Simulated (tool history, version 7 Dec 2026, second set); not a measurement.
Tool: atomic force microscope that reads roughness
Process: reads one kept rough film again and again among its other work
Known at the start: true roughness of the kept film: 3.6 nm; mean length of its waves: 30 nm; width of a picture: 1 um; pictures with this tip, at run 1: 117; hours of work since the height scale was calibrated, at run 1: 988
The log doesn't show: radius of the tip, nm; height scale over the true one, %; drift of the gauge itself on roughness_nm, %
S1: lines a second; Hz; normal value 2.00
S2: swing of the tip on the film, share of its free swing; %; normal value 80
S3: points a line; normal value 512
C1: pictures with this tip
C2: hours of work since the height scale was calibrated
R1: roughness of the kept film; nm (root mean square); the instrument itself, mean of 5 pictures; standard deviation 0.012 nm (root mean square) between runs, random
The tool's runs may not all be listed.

run	hour	S1	S2	S3	C1	C2	R1
1	0.0	2.00	80	512	117	988	2.894
# hour 3.1: new tip fitted
2	44.4	2.00	67	512	98	1022	2.969
# hour 55.9: new tip fitted
3	90.1	2.00	80	512	80	1056	2.880
# hour 109.0: new tip fitted
4	121.8	2.00	80	512	30	1080	2.899
# hour 163.6: new tip fitted
5	163.6	2.00	80	512	0	1112	2.889
# hour 215.9: new tip fitted
6	215.9	2.00	80	989	0	1151	2.909
7	243.3	2.00	80	989	64	1172	2.906
# hour 270.4: new tip fitted
8	279.0	3.49	80	512	20	1199	2.756
# hour 323.0: new tip fitted
9	333.8	2.00	80	512	25	1241	2.901
10	366.0	2.94	80	512	101	1265	2.794
# hour 376.4: new tip fitted
11	409.9	2.00	80	512	79	1299	2.883
# hour 429.4: new tip fitted
12	459.8	2.00	80	512	72	1336	2.898
# hour 482.7: new tip fitted
13	491.5	2.00	80	512	21	1360	2.892
14	519.8	2.00	80	512	87	1382	2.885
# hour 537.9: new tip fitted
15	558.8	2.00	80	512	49	1411	2.899
# hour 590.5: new tip fitted
16	594.1	2.00	80	512	8	1438	2.894
# hour 645.1: new tip fitted
17	647.9	2.00	80	512	7	1479	2.897
18	688.1	2.00	62	512	102	1510	3.024
# hour 701.9: new tip fitted
19	744.7	2.00	80	938	101	1552	2.890
# hour 758.0: new tip fitted
20	802.0	2.00	80	512	104	1596	2.890
# hour 812.9: new tip fitted
21	830.4	2.00	80	512	41	1617	2.883
# hour 868.3: new tip fitted
22	881.2	2.00	80	512	31	1656	2.894
23	917.1	2.00	80	512	115	1683	2.867
# hour 923.8: new tip fitted
24	957.0	2.00	80	512	78	1713	2.879
# hour 980.6: new tip fitted
25	986.8	2.00	80	512	14	1736	2.885
# hour 1033.6: new tip fitted
26	1038.2	1.70	83	264	10	1775	2.867
27	1065.5	1.14	59	691	75	1796	3.066
# hour 1087.6: new tip fitted
28	1092.9	0.55	57	1020	12	1816	3.086
# hour 1141.1: new tip fitted
29	1149.2	0.64	71	1023	19	1859	3.067
# hour 1194.9: new tip fitted
30	1194.9	1.95	90	533	0	1893	2.800
31	1233.5	0.79	80	988	90	1923	2.993
# hour 1249.3: new tip fitted
32	1270.0	0.79	80	988	48	1950	3.021
# hour 1302.1: new tip fitted
33	1305.0	0.79	80	988	7	1977	2.999
34	1330.4	1.39	80	714	67	1996	2.969
# hour 1356.0: new tip fitted
35	1356.0	2.17	80	348	0	2015	2.868
# hour 1409.0: new tip fitted
36	1410.3	1.18	72	687	3	2057	3.018
37	1437.8	2.00	80	432	68	2078	2.897
# hour 1462.6: new tip fitted
38	1467.3	2.00	80	432	11	2100	2.901
39	1505.6	2.47	73	512	101	2129	2.909
# hour 1515.7: new tip fitted
40	1555.7	0.65	73	733	94	2167	3.010
# hour 1571.1: new tip fitted
41	1598.9	3.51	80	512	65	2200	2.758
# hour 1624.6: new tip fitted
42	1624.6	1.30	80	673	0	2219	2.989
43	1676.3	2.94	61	270	122	2259	2.936
# hour 1679.6: new tip fitted
44	1710.5	0.64	80	512	73	2284	3.000
# hour 1732.2: new tip fitted
45	1735.7	0.64	80	512	8	2303	3.020
46	1776.4	0.68	59	727	104	2334	3.080
# hour 1787.8: new tip fitted
47	1816.3	0.87	73	519	67	2365	3.018
# hour 1841.9: new tip fitted
48	1864.0	2.01	73	621	53	2401	2.948
# hour 1895.0: new tip fitted
49	1910.8	2.93	73	621	37	2436	2.893

Consider 4 possible next runs. They are alternatives, not a sequence: every one starts from the tool as it was left by run 49. What does each give?
A	1938.2	1.59	82	341	101	2457	?
B	1938.2	0.94	73	621	101	2457	?
C	1938.2	2.97	76	621	101	2457	?
D	1938.2	1.42	61	393	101	2457	?

run	R1
A	2.911
B	3.007
C	2.821
D	3.036
Had the tool no hidden state, the same runs would have come out as:
run	R1
A	2.923
B	3.020
C	2.832
D	3.049
